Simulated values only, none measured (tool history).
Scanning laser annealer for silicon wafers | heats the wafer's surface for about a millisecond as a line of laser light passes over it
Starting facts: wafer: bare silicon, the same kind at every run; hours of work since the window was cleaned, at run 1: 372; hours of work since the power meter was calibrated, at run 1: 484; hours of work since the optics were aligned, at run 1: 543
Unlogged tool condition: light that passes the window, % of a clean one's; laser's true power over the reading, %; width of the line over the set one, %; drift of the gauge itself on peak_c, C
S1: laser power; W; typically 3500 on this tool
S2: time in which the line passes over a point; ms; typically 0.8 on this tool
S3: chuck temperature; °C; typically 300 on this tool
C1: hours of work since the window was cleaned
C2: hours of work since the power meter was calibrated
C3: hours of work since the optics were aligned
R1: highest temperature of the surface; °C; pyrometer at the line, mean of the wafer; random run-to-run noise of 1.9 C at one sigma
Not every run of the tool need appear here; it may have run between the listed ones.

run	hour	S1	S2	S3	C1	C2	C3	R1
1	0	3500	0.8	300	372	484	543	1096
2	21.7	3500	0.8	300	384	496	555	1095
3	50.7	3500	0.8	300	400	512	571	1094
4	88.3	3500	0.8	300	421	533	592	1096
5	119.9	3842	0.8	300	439	551	610	1175
6	139.1	3500	0.924	300	449	562	620	1163
7	173.4	3500	0.8	300	468	581	640	1096
# hour 178.7: window over the wafer cleaned
8	204.9	3500	0.8	300	15	597	656	1094
9	240	3182	0.8	300	34	617	676	1022
10	263.4	3500	0.8	300	47	630	689	1095
11	298.2	3500	0.8	300	67	649	708	1096
12	335	3500	0.8	300	87	670	729	1094
13	361.3	3500	0.8	289	102	684	743	1086
14	382	3500	0.8	300	113	696	755	1098
15	409.4	3500	0.724	300	129	711	770	1049
16	433.2	3500	0.976	300	142	724	783	1190
17	452.4	3500	0.976	300	153	735	794	1189
18	490.1	3500	0.976	300	174	756	815	1192
19	517.9	3500	0.8	300	189	772	831	1096
20	555.4	3642	0.8	300	210	793	851	1130
21	577.8	3500	0.888	300	223	805	864	1146
22	614.7	3500	0.888	300	243	826	885	1145
23	653.2	3500	0.888	300	265	847	906	1142
24	691.5	3237	0.888	291	286	868	927	1069
25	712.1	3265	0.888	291	297	880	939	1080
26	731.2	3047	0.858	307	308	891	949	1022
27	755.4	3693	0.8	300	322	904	963	1141
28	792.5	3500	0.634	336	342	925	984	1031
29	830.7	3757	0.8	300	364	946	1005	1158
# hour 849.3: optics aligned, line set to its width
30	873.5	2981	0.699	261	385	967	13	885
31	911.8	3394	0.781	300	406	989	35	1060
32	934.7	3394	0.807	323	419	1001	48	1094
33	968.2	3394	0.807	323	437	1020	66	1099
34	995.4	3394	0.807	323	453	1035	81	1100
35	1026.7	3163	0.679	334	470	1053	99	985
# hour 1031.1: window over the wafer cleaned
36	1067.2	3500	0.96	267	20	1074	120	1149
37	1103.3	3812	0.96	286	40	1094	141	1253
38	1121.7	3812	0.644	286	50	1104	151	1058
39	1139.4	3500	0.762	313	60	1114	161	1087
40	1154.9	3760	0.752	332	69	1123	169	1161
41	1193.2	3455	0.849	286	90	1144	191	1101

3 options for the next run, each taken on its own from the tool as it stands now. Forecast them:
A	1213.8	3230	0.674	334	102	1156	202	?
B	1213.8	3455	0.863	266	102	1156	202	?
C	1213.8	3506	0.781	323	102	1156	202	?

run	R1
A	998
B	1083
C	1110
With no hidden state in the tool, these same runs would have given:
run	R1
A	998
B	1084
C	1110
